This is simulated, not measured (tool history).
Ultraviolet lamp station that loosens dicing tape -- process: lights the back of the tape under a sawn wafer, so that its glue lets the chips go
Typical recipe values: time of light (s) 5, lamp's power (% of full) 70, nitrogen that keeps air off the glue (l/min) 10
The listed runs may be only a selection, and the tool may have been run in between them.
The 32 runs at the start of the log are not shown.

run	hour	time of light (s)	lamp's power (% of full)	nitrogen that keeps air off the glue (l/min)	hours of work of the lamp	hours of work since the window was cleaned	force that peels the tape off (N)	light that reached the tape (mJ/cm2)
33	334.1	5	86	6	614	421	2.553	335
34	344.2	6	70	10	621	428	2.024	331
35	351.5	3	70	13	626	433	4.165	159
36	360.1	3	70	13	632	439	4.408	163
37	374.7	2	99	10	642	449	4.838	151
38	382.3	4	70	7	648	454	4.125	209
39	397.3	4	70	7	658	465	3.994	207
40	408.9	4	74	12	666	473	3.232	221
41	420.9	4	61	12	674	481	3.986	183
42	427.5	5	70	9	679	486	2.931	261
# hour 430.1: window cleaned of glue's vapour
43	439.2	2	70	4	687	6	7.261	107

Each row is a separate what-if for the run after 43, all from the same tool condition, not one after another. Results?
A	453.8	6	96	3	697	16	?	?
B	453.8	5	70	13	697	16	?	?
C	453.8	5	70	9	697	16	?	?
D	453.8	10	66	9	697	16	?	?
E	453.8	3	74	8	697	16	?	?

run	force that peels the tape off (N)	light that reached the tape (mJ/cm2)
A	2.453	447
B	2.350	264
C	2.804	271
D	0.884	510
E	4.694	170
With no hidden state in the tool, these same runs would have given:
run	force that peels the tape off (N)	light that reached the tape (mJ/cm2)
A	1.242	659
B	1.170	391
C	1.505	399
D	0.311	753
E	3.189	252
